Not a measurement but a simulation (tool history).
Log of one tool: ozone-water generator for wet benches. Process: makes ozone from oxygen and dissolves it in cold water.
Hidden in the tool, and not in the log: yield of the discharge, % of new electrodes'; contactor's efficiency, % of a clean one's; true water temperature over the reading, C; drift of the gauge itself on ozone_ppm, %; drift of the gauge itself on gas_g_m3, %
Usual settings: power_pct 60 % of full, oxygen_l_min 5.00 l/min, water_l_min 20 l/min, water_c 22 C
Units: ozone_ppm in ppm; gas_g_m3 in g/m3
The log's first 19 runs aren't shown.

run      day  power_pct  oxygen_l_min  water_l_min  water_c  hours of work since the electrodes were changed  hours of work since the contactor was cleaned  hours of work since the thermometer was calibrated  ozone_ppm  gas_g_m3
 20   73.121         64          3.48           29       22                                             2759                                           9047                                                3625       11.1     287.1
 21   77.771         60          5.00           19       14                                             2871                                           9158                                                3736       20.1     229.6
 22   82.946         71          5.00           20       19                                             2995                                           9282                                                3860       19.9     259.5
 23   85.567         55          6.22           25       24                                             3057                                           9345                                                3923       12.2     190.7
 24   89.817         55          6.22           25       24                                             3159                                           9447                                                4025       12.4     192.1
      93.421  -- contactor cleaned
 25   94.542         60          8.87           18       22                                             3268                                             27                                                4134       17.9     173.6
 26   97.671         60          4.07           13       22                                             3344                                            102                                                4209       25.3     255.0
 27  103.021         73          5.00           20       22                                             3472                                            230                                                4338       19.4     262.3
 28  108.033         60          2.59           20       15                                             3592                                            350                                                4458       16.7     316.6
 29  112.154         60          2.59           20       15                                             3691                                            449                                                4557       16.7     319.1
 30  115.288         69          5.00           18       22                                             3766                                            524                                                4632       20.5     253.7
 31  118.912         69          5.00           18       22                                             3853                                            611                                                4719       20.7     254.4

The next listed run, before its measurement:
 32  122.758         60          5.00           21       24                                             3945                                            703                                                4811          ?         ?

Run 32 gave ozone_ppm 15.6 ppm, gas_g_m3 233.1 g/m3.
Without the tool's hidden state the same run would have given ozone_ppm 15.6 ppm, gas_g_m3 228.2 g/m3.

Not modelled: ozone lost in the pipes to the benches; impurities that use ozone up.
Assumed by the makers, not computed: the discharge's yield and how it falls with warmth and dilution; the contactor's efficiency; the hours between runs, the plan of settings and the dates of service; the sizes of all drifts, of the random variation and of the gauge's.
